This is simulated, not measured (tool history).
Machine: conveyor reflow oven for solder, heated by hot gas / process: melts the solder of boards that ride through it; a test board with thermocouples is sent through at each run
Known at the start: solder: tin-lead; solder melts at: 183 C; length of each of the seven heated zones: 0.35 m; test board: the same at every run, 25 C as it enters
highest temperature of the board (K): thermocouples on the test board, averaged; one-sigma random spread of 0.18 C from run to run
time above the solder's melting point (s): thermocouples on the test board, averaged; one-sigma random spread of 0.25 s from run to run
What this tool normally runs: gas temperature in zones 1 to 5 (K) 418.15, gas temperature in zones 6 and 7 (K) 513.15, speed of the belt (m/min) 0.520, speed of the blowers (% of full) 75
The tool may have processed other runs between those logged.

run   hour  gas temperature in zones 1 to 5 (K)  gas temperature in zones 6 and 7 (K)  speed of the belt (m/min)  speed of the blowers (% of full)  highest temperature of the board (K)  time above the solder's melting point (s)
  1    0.0                               418.15                                513.15                      0.520                                75                                497.35                                       68.0
  2    6.4                               418.15                                513.15                      0.520                                75                                497.25                                       68.7
  3   14.4                               418.15                                513.15                      0.520                                75                                497.35                                       68.7
  4   24.3                               418.15                                513.15                      0.520                                75                                497.15                                       68.5
  5   37.3                               418.15                                513.15                      0.520                                75                                497.25                                       68.5
  6   48.3                               418.15                                504.15                      0.520                                75                                489.65                                       62.9
  7   58.8                               418.15                                504.15                      0.520                                75                                489.65                                       62.3
  8   67.6                               407.15                                513.15                      0.520                                75                                495.05                                       62.7
  9   78.9                               418.15                                513.15                      0.520                                75                                497.15                                       68.4
 10   85.7                               418.15                                513.15                      0.520                                75                                497.25                                       67.9
 11   99.1                               418.15                                513.15                      0.520                                75                                496.55                                       68.5
 12  108.6                               418.15                                513.15                      0.520                                75                                497.05                                       68.6
 13  122.7                               429.15                                513.15                      0.520                                75                                498.85                                       74.2
     127.6  -- belt drive overhauled, speed set with a stopwatch
 14  137.3                               422.15                                513.15                      0.520                                75                                497.65                                       70.7
 15  146.7                               418.15                                513.15                      0.520                                75                                497.25                                       69.2
     163.1  -- belt drive overhauled, speed set with a stopwatch, once more
 16  165.0                               418.15                                513.15                      0.520                                75                                496.45                                       67.2
 17  175.1                               418.15                                513.15                      0.520                                75                                496.35                                       67.1
 18  187.9                               418.15                                513.15                      0.520                                75                                496.35                                       66.7
 19  197.5                               418.15                                513.15                      0.520                                75                                496.55                                       67.3
 20  205.6                               418.15                                513.15                      0.520                                75                                496.05                                       67.0
 21  220.5                               418.15                                513.15                      0.520                                75                                496.25                                       66.9
 22  226.9                               418.15                                513.15                      0.553                                72                                492.95                                       60.7
 23  241.8                               418.15                                513.15                      0.553                                72                                492.85                                       60.4
 24  251.2                               431.15                                524.15                      0.520                                61                                503.05                                       76.8
 25  264.2                               412.15                                523.15                      0.520                                75                                503.45                                       69.7
 26  275.5                               412.15                                523.15                      0.520                                75                                503.25                                       69.3
 27  290.1                               412.15                                523.15                      0.520                                75                                503.35                                       69.5
 28  299.4                               420.15                                526.15                      0.610                                54                                490.55                                       52.3
 29  307.8                               418.15                                504.15                      0.498                                84                                491.85                                       67.3
 30  314.3                               418.15                                504.15                      0.498                                84                                492.05                                       67.3
 31  325.9                               418.15                                513.15                      0.520                                66                                492.75                                       64.6

Measured less the same run without the tool's hidden state. The same run-to-run variation is in both; the gauge's scatter may not be:
What the log doesn't record here: heat that the gas passes to the board, % of a clean oven's; belt's true speed, % of the reading; true gas temperature in zones 6 and 7 over the reading, C; drift of the gauge itself on peak_c, C; drift of the gauge itself on liquid_s, %.
run  highest temperature of the board (K)  time above the solder's melting point (s)
  1                                 +1.60                                       +1.8
  2                                 +1.50                                       +1.8
  3                                 +1.60                                       +1.7
  4                                 +1.50                                       +1.8
  5                                 +1.50                                       +1.7
  6                                 +1.40                                       +1.8
  7                                 +1.50                                       +1.8
  8                                 +1.40                                       +1.7
  9                                 +1.40                                       +1.6
 10                                 +1.40                                       +1.6
 11                                 +1.30                                       +1.7
 12                                 +1.30                                       +1.6
 13                                 +1.30                                       +1.7
 14                                 +1.40                                       +2.1
 15                                 +1.40                                       +2.1
 16                                 +0.70                                       +0.4
 17                                 +0.70                                       +0.4
 18                                 +0.70                                       +0.4
 19                                 +0.70                                       +0.4
 20                                 +0.70                                       +0.4
 21                                 +0.60                                       +0.4
 22                                 +0.50                                       +0.2
 23                                 +0.40                                       +0.2
 24                                 +0.60                                       +0.4
 25                                 +0.30                                       +0.3
 26                                 +0.30                                       +0.3
 27                                 +0.20                                       +0.3
 28                                 +0.00                                       +0.0
 29                                 +0.50                                       +0.2
 30                                 +0.60                                       +0.2
 31                                 +0.30                                       +0.3

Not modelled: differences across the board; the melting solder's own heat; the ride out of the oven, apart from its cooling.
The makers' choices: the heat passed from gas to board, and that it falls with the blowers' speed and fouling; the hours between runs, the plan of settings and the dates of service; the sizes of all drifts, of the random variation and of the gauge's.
